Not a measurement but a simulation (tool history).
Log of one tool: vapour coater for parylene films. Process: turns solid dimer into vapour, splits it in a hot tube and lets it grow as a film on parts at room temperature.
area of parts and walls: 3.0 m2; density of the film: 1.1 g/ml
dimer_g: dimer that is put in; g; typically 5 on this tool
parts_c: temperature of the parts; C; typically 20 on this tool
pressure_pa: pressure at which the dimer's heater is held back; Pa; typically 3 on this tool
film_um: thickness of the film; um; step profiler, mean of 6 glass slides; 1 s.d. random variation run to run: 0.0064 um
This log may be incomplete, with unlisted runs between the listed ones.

run 1 day=0 | dimer_g=5 parts_c=20 pressure_pa=3 | film_um=0.844
run 2 day=0.6 | dimer_g=5 parts_c=20 pressure_pa=3 | film_um=0.844
run 3 day=1.158 | dimer_g=5 parts_c=20 pressure_pa=3 | film_um=0.838
run 4 day=1.738 | dimer_g=4 parts_c=20 pressure_pa=3 | film_um=0.675
run 5 day=2.121 | dimer_g=4 parts_c=20 pressure_pa=3 | film_um=0.671
run 6 day=2.75 | dimer_g=4 parts_c=20 pressure_pa=3 | film_um=0.672
-- day=3.2 trap's valve overhauled
run 7 day=3.754 | dimer_g=5 parts_c=20 pressure_pa=3 | film_um=0.849
run 8 day=4.375 | dimer_g=5 parts_c=20 pressure_pa=3 | film_um=0.856
run 9 day=4.812 | dimer_g=5 parts_c=20 pressure_pa=3 | film_um=0.839
run 10 day=5.483 | dimer_g=5 parts_c=20 pressure_pa=2.55 | film_um=0.863
run 11 day=6.212 | dimer_g=5 parts_c=20 pressure_pa=2.55 | film_um=0.883
run 12 day=6.712 | dimer_g=5 parts_c=18 pressure_pa=3.37 | film_um=0.85
run 13 day=7.525 | dimer_g=6 parts_c=16 pressure_pa=2.62 | film_um=1.138
run 14 day=8.075 | dimer_g=6 parts_c=16 pressure_pa=2.62 | film_um=1.127
run 15 day=8.608 | dimer_g=6 parts_c=16 pressure_pa=2.62 | film_um=1.128
run 16 day=9.129 | dimer_g=3 parts_c=19 pressure_pa=4.14 | film_um=0.485
run 17 day=9.967 | dimer_g=3 parts_c=14 pressure_pa=3.43 | film_um=0.569

4 ways to go on from here, each from the tool as it stands after run 17. What would each give?
run A day=10.579 | dimer_g=3 parts_c=14 pressure_pa=3.43 | film_um=?
run B day=10.579 | dimer_g=8 parts_c=20 pressure_pa=3 | film_um=?
run C day=10.579 | dimer_g=5 parts_c=20 pressure_pa=3.43 | film_um=?
run D day=10.579 | dimer_g=5 parts_c=20 pressure_pa=9.38 | film_um=?

run=A film_um=0.55
run=B film_um=1.353
run=C film_um=0.809
run=D film_um=0.642
With no hidden state in the tool, these same runs would have given:
run=A film_um=0.55
run=B film_um=1.354
run=C film_um=0.809
run=D film_um=0.643

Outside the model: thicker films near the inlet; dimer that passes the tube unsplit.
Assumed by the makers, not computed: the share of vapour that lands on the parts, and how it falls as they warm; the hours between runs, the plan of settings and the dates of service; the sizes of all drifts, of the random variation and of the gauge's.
